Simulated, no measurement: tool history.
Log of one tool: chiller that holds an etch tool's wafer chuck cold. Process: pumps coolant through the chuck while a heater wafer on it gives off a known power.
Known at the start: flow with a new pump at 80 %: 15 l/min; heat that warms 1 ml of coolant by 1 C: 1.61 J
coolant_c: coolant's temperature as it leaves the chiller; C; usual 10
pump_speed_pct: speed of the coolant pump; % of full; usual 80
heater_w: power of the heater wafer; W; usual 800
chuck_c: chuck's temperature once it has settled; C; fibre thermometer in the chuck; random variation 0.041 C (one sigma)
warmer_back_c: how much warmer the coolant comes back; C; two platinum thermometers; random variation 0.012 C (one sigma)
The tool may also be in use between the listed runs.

run	hour	coolant_c	pump_speed_pct	heater_w	chuck_c	warmer_back_c
1	0	10	80	800	14.85	2.02
2	105.1	10	80	800	14.72	2.01
3	288.9	10	80	1140	16.9	2.89
4	454	10	80	800	14.8	2
5	587.3	10	80	800	14.71	2
6	692	10	80	800	14.8	2
7	873.9	10	64	800	15.87	2.57
8	1002.5	10	64	800	15.91	2.58
9	1086.1	16	80	800	20.77	2.03
10	1211.6	16	80	800	20.77	2.04
11	1361.2	16	80	800	20.73	2.06
12	1463.4	10	80	800	14.76	2.06
13	1555.6	10	80	800	14.73	2.03
14	1735.4	10	61	800	16.22	2.76
15	1887.5	10	61	800	16.18	2.74
16	2003.5	17	61	775	23.05	2.69
17	2116.8	11	66	1009	18.43	3.2
18	2234.7	11	66	1009	18.36	3.22
19	2391.1	11	66	1009	18.35	3.21
20	2550.6	16	96	800	19.94	1.7
21	2648.5	9	62	737	14.58	2.54
22	2817.9	9	62	737	14.59	2.53
23	2953.1	10	100	546	12.39	1.1
24	3100.4	17	80	424	19.18	1.1

Forecast each of these 4 alternatives for the next run:
A	3210.9	16	79	700	?	?
B	3210.9	17	90	645	?	?
C	3210.9	3	67	965	?	?
D	3210.9	16	80	424	?	?

run	chuck_c	warmer_back_c
A	20.09	1.85
B	20.17	1.48
C	9.97	3.07
D	18.09	1.08
Without the tool's hidden state the same runs would have given:
run	chuck_c	warmer_back_c
A	20.34	1.76
B	20.5	1.4
C	9.93	2.9
D	18.53	1.02
